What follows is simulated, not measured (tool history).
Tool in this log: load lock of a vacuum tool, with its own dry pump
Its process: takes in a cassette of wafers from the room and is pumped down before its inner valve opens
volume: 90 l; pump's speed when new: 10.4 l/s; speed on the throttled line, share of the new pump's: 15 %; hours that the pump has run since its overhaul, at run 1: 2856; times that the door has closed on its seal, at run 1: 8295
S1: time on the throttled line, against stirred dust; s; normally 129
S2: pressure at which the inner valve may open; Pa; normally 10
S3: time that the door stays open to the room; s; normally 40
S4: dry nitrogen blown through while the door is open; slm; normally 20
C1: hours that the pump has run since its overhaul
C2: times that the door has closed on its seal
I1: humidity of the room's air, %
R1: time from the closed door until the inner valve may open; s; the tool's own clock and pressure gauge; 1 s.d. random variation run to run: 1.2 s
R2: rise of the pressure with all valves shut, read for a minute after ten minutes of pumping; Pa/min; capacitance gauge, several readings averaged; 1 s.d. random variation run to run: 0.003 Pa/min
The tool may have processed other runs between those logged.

| run | hour | S1 | S2 | S3 | S4 | C1 | C2 | I1 | R1 | R2 |
|---|---|---|---|---|---|---|---|---|---|---|
| 1 | 0 | 129 | 10 | 40 | 20 | 2856 | 8295 | 45.7 | 189.6 | 0.053 |
| 2 | 67.3 | 129 | 10 | 40 | 20 | 2923 | 8414 | 43.1 | 192.5 | 0.051 |
| 3 | 162.4 | 129 | 10 | 40 | 20 | 3018 | 8581 | 45.4 | 192.6 | 0.055 |
| 4 | 253.4 | 129 | 10 | 40 | 20 | 3109 | 8741 | 43.1 | 187.4 | 0.052 |
| 5 | 337 | 129 | 10 | 149 | 20 | 3193 | 8888 | 47.4 | 192.7 | 0.071 |
| 6 | 380.5 | 129 | 10 | 149 | 20 | 3236 | 8965 | 42.3 | 190.7 | 0.067 |
| 7 | 475.4 | 129 | 10 | 149 | 20 | 3331 | 9132 | 47.2 | 192 | 0.071 |
| 8 | 529.4 | 129 | 10 | 149 | 20 | 3385 | 9227 | 44.8 | 189.7 | 0.073 |
| 9 | 634.8 | 129 | 10 | 149 | 20 | 3490 | 9412 | 43.9 | 191.3 | 0.077 |
| 10 | 708.2 | 129 | 10 | 162 | 20 | 3564 | 9541 | 43.3 | 191.5 | 0.074 |
| 11 | 803 | 129 | 10 | 162 | 20 | 3659 | 9708 | 45.5 | 191.1 | 0.076 |
| 12 | 863.2 | 129 | 10 | 162 | 20 | 3719 | 9814 | 48.5 | 193.7 | 0.076 |
| 13 | 934.4 | 129 | 10 | 162 | 20 | 3790 | 9939 | 44.7 | 192.6 | 0.072 |
| 14 | 980.8 | 124 | 15 | 56 | 45 | 3836 | 10021 | 45.5 | 186 | 0.062 |
| 15 | 1037.6 | 124 | 15 | 56 | 45 | 3893 | 10121 | 42.6 | 181.9 | 0.064 |
| 16 | 1095.9 | 151 | 9 | 114 | 28 | 3951 | 10223 | 44.2 | 213.1 | 0.07 |
| 17 | 1152.1 | 151 | 9 | 114 | 28 | 4008 | 10322 | 44.1 | 208.2 | 0.065 |
| 18 | 1251.8 | 120 | 12 | 29 | 28 | 4107 | 10498 | 46.8 | 183 | 0.069 |
| 19 | 1343.5 | 129 | 7 | 29 | 6 | 4199 | 10659 | 48 | 195.9 | 0.078 |
| 20 | 1396.8 | 81 | 14 | 29 | 6 | 4252 | 10753 | 44.5 | 149.1 | 0.073 |
| 21 | 1466.9 | 123 | 7 | 116 | 7 | 4323 | 10876 | 43 | 190.7 | 0.099 |
| 22 | 1514.5 | 115 | 7 | 97 | 8 | 4370 | 10960 | 45.7 | 182.4 | 0.1 |
| 23 | 1615.9 | 67 | 7 | 97 | 8 | 4472 | 11138 | 47 | 142.6 | 0.095 |
| 24 | 1723.8 | 186 | 10 | 80 | 20 | 4579 | 11328 | 43.2 | 240.7 | 0.076 |
| 25 | 1772.5 | 186 | 11 | 151 | 20 | 4628 | 11414 | 47.5 | 239 | 0.087 |

Measured minus without-hidden-state, run by run (identical run-to-run variation in each term; gauge scatter may differ):
What the log doesn't record here: pump's speed, % of a new pump's; leak at the door's seal, Pa l/s; drift of the gauge itself on ready_s, %; drift of the gauge itself on rise_pa_min, %.
| run | R1 | R2 |
|---|---|---|
| 1 | +1.2 | +0.039 |
| 2 | +1.2 | +0.042 |
| 3 | +1.2 | +0.041 |
| 4 | +1.3 | +0.042 |
| 5 | +1.4 | +0.044 |
| 6 | +1.4 | +0.044 |
| 7 | +1.4 | +0.045 |
| 8 | +1.5 | +0.045 |
| 9 | +1.5 | +0.046 |
| 10 | +1.6 | +0.047 |
| 11 | +1.7 | +0.049 |
| 12 | +1.8 | +0.05 |
| 13 | +1.8 | +0.05 |
| 14 | +1.7 | +0.051 |
| 15 | +1.7 | +0.052 |
| 16 | +1.8 | +0.053 |
| 17 | +1.8 | +0.054 |
| 18 | +1.9 | +0.056 |
| 19 | +2.2 | +0.057 |
| 20 | +2.2 | +0.056 |
| 21 | +2.4 | +0.058 |
| 22 | +2.5 | +0.06 |
| 23 | +2.6 | +0.06 |
| 24 | +1.9 | +0.061 |
| 25 | +1.9 | +0.063 |
